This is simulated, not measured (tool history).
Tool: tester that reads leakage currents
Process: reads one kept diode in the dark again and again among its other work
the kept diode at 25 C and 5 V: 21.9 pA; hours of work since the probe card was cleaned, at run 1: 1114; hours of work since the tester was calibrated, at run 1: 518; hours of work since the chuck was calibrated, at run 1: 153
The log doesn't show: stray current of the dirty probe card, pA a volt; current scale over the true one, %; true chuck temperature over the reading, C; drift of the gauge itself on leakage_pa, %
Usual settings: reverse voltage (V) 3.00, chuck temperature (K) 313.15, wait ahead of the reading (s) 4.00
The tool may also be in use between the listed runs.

run,hour,reverse voltage (V),chuck temperature (K),wait ahead of the reading (s),hours of work since the probe card was cleaned,hours of work since the tester was calibrated,hours of work since the chuck was calibrated,current that the tester gives (pA)
1,0.0,3.00,313.15,4.00,1114,518,153,53.48
2,25.2,2.25,313.15,4.00,1126,530,165,45.63
3,59.8,2.25,313.15,4.00,1143,547,182,45.14
4,73.8,2.25,313.15,4.00,1150,553,189,45.34
5,103.9,2.25,313.15,4.00,1164,568,203,45.20
6,122.8,3.00,295.15,4.00,1173,577,212,12.94
7,148.6,8.51,313.15,4.00,1185,589,224,98.90
8,170.4,8.51,313.15,4.00,1196,599,235,98.39
9,201.2,8.51,313.15,2.95,1210,614,249,98.62
10,227.8,8.51,313.15,2.95,1223,627,262,98.37
11,248.7,1.02,313.15,4.00,1233,637,272,28.62
12,270.9,1.02,295.15,4.00,1244,647,283,6.83
13,285.2,1.02,295.15,4.00,1250,654,289,6.93
14,300.3,1.02,295.15,4.00,1258,661,297,6.86
15,324.5,1.02,295.15,4.05,1269,673,308,6.91
16,353.8,1.02,295.15,4.05,1283,687,322,6.84
17,386.1,1.02,295.15,4.05,1298,702,338,6.80
18,413.1,1.02,295.15,4.05,1311,715,350,6.81
19,446.2,3.00,313.15,4.00,1327,731,366,53.44
20,468.9,3.00,313.15,4.00,1338,742,377,53.48
21,493.2,3.00,313.15,4.00,1350,753,389,53.36
22,520.1,3.00,307.15,1.73,1362,766,401,34.30
23,553.9,3.00,307.15,1.73,1378,782,418,34.27
24,575.4,12.98,313.15,4.00,1389,792,428,126.04
25,607.7,1.48,313.15,0.45,1404,808,443,36.36
26,628.4,3.00,320.15,1.48,1414,818,453,89.85
27,658.4,10.61,310.15,1.71,1428,832,467,90.33
28,684.3,3.10,295.15,1.14,1441,844,480,13.71
29,716.4,2.86,329.15,5.63,1456,860,495,163.26
30,742.5,1.94,318.15,5.63,1468,872,507,60.28
31,759.5,9.29,313.15,6.91,1477,880,516,103.66
32,790.2,9.29,313.15,6.91,1491,895,530,103.31
33,813.6,7.92,320.15,7.21,1502,906,541,156.54
34,848.5,7.92,320.15,7.21,1519,923,558,157.41
35,864.3,5.26,320.15,1.92,1526,930,566,124.22
36,890.5,5.26,320.15,1.92,1539,943,578,124.81
37,924.3,5.26,320.15,1.92,1555,959,594,124.39
38,954.5,5.26,320.15,1.92,1569,973,609,124.44
39,968.5,1.24,320.15,4.73,1576,980,615,53.44

Some steps in current that the tester gives (pA) between neighbouring runs. How much of each would the tool show without its hidden state too (settings, what came in, random variation), and how much is left for the hidden state, with any gauge scatter that isn't in both results?
Run 23 -> 24: reverse voltage (V) 3.00 -> 12.98, chuck temperature (K) 307.15 -> 313.15, wait ahead of the reading (s) 1.73 -> 4.00. current that the tester gives (pA) +91.77: hidden state +0.13, all else +91.64.
Run 24 -> 25: reverse voltage (V) 12.98 -> 1.48, wait ahead of the reading (s) 4.00 -> 0.45. current that the tester gives (pA) -89.68: hidden state -0.15, all else -89.53.
Run 27 -> 28: reverse voltage (V) 10.61 -> 3.10, chuck temperature (K) 310.15 -> 295.15, wait ahead of the reading (s) 1.71 -> 1.14. current that the tester gives (pA) -76.62: hidden state -0.11, all else -76.51.
Run 28 -> 29: reverse voltage (V) 3.10 -> 2.86, chuck temperature (K) 295.15 -> 329.15, wait ahead of the reading (s) 1.14 -> 5.63. current that the tester gives (pA) +149.55: hidden state +0.04, all else +149.51.
Run 29 -> 30: reverse voltage (V) 2.86 -> 1.94, chuck temperature (K) 329.15 -> 318.15. current that the tester gives (pA) -102.98: hidden state -0.03, all else -102.95.

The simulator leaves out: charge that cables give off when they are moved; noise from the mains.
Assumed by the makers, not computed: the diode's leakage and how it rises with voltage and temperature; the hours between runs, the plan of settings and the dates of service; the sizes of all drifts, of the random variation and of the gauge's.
